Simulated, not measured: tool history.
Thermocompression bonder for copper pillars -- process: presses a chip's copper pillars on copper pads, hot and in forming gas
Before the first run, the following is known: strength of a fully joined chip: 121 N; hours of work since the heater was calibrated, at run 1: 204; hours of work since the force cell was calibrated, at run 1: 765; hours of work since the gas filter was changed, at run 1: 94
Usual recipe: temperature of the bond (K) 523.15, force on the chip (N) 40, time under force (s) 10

run	hour	temperature of the bond (K)	force on the chip (N)	time under force (s)	hours of work since the heater was calibrated	hours of work since the force cell was calibrated	hours of work since the gas filter was changed	force that shears a chip off (N)
1	0	523.15	40	10	204	765	94	48.4
2	13.1	523.15	40	10	213	774	103	49.7
3	22.6	523.15	40	10	219	781	109	48.9
4	37.3	523.15	52	10	229	791	119	64.1
5	46.1	523.15	52	10	235	797	125	64.4
6	58.3	523.15	40	10	244	805	134	49
7	72.2	523.15	47	21	253	815	143	74.2
8	87.2	523.15	28	13	263	825	153	35.6
9	99.1	518.15	50	10	271	833	161	57.9
10	113.2	523.15	25	10	281	843	171	27.6
11	127.8	523.15	25	10	291	853	181	27.7
12	140.2	523.15	46	9	300	861	189	55.1

Branching from run 12: 5 alternative next runs. What would each branch give?
A	154.8	523.15	41	10	309	871	199	?
B	154.8	523.15	37	10	309	871	199	?
C	154.8	500.15	33	13	309	871	199	?
D	154.8	510.15	34	10	309	871	199	?
E	154.8	523.15	29	9	309	871	199	?

run	force that shears a chip off (N)
A	51.3
B	44.4
C	30
D	33.3
E	31.5
What these runs would have given with no unlogged condition in the tool:
run	force that shears a chip off (N)
A	51.5
B	44.6
C	30.1
D	33.4
E	31.6

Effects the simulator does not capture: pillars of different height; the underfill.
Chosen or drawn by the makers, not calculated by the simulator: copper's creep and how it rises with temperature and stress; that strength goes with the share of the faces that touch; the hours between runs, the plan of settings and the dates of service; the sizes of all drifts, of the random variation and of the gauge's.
